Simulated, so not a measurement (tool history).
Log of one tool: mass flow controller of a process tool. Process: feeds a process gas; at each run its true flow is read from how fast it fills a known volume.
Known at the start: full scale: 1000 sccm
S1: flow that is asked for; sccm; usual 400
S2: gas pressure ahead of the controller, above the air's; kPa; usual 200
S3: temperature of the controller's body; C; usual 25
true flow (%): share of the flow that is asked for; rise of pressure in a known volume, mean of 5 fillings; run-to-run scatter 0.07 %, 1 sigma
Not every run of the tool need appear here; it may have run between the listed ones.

run 1 hour=0 | S1=400 S2=200 S3=25 | true_flow_(%)=97.76
run 2 hour=547 | S1=400 S2=200 S3=25 | true_flow_(%)=97.34
run 3 hour=1035.6 | S1=400 S2=200 S3=25 | true_flow_(%)=97.46
run 4 hour=1461.3 | S1=400 S2=200 S3=25 | true_flow_(%)=97.41
run 5 hour=1689.6 | S1=400 S2=200 S3=25 | true_flow_(%)=97.39
run 6 hour=1912.9 | S1=400 S2=200 S3=25 | true_flow_(%)=97.36
run 7 hour=2168.7 | S1=400 S2=200 S3=25 | true_flow_(%)=97.28
-- hour=2301.2 controller exchanged for a calibrated one
run 8 hour=2697.3 | S1=400 S2=200 S3=25 | true_flow_(%)=98.76
run 9 hour=2950.2 | S1=400 S2=200 S3=25 | true_flow_(%)=98.7
run 10 hour=3262.6 | S1=400 S2=200 S3=25 | true_flow_(%)=98.55
run 11 hour=3503.6 | S1=400 S2=200 S3=29 | true_flow_(%)=98.3
run 12 hour=4036.1 | S1=400 S2=200 S3=29 | true_flow_(%)=98.33
run 13 hour=4462 | S1=400 S2=200 S3=29 | true_flow_(%)=98.32
run 14 hour=4991.6 | S1=448 S2=200 S3=29 | true_flow_(%)=98.34
run 15 hour=5421.8 | S1=448 S2=200 S3=29 | true_flow_(%)=98.37
run 16 hour=5812.1 | S1=448 S2=200 S3=29 | true_flow_(%)=98.27
run 17 hour=6067.5 | S1=313 S2=200 S3=31 | true_flow_(%)=97.4
-- hour=6090.5 controller's zero set anew
run 18 hour=6450.2 | S1=890 S2=143 S3=25 | true_flow_(%)=99.38
run 19 hour=6992.5 | S1=890 S2=162 S3=25 | true_flow_(%)=99.56
run 20 hour=7215.1 | S1=400 S2=200 S3=28 | true_flow_(%)=97.6
run 21 hour=7708.2 | S1=400 S2=200 S3=28 | true_flow_(%)=97.64
-- hour=7894.1 controller's zero set anew, once more
run 22 hour=7941.6 | S1=510 S2=157 S3=20 | true_flow_(%)=100.02
run 23 hour=8265.7 | S1=924 S2=157 S3=37 | true_flow_(%)=99.9
run 24 hour=8636.8 | S1=417 S2=269 S3=22 | true_flow_(%)=100.15
run 25 hour=8962 | S1=417 S2=269 S3=22 | true_flow_(%)=100.16
run 26 hour=9325.3 | S1=276 S2=175 S3=35 | true_flow_(%)=98.36
run 27 hour=9831.4 | S1=204 S2=175 S3=25 | true_flow_(%)=98.21

4 ways to go on from here, each from the tool as it stands after run 27. What would each give?
run A hour=10368.6 | S1=965 S2=245 S3=29 | true_flow_(%)=?
run B hour=10368.6 | S1=204 S2=175 S3=38 | true_flow_(%)=?
run C hour=10368.6 | S1=666 S2=200 S3=25 | true_flow_(%)=?
run D hour=10368.6 | S1=627 S2=195 S3=25 | true_flow_(%)=?

run=A true_flow_(%)=101.07
run=B true_flow_(%)=97.25
run=C true_flow_(%)=100.14
run=D true_flow_(%)=100.17
With the hidden condition removed and each run's random variation left untouched, the same runs would have given:
run=A true_flow_(%)=100.08
run=B true_flow_(%)=97.6
run=C true_flow_(%)=99.31
run=D true_flow_(%)=99.37

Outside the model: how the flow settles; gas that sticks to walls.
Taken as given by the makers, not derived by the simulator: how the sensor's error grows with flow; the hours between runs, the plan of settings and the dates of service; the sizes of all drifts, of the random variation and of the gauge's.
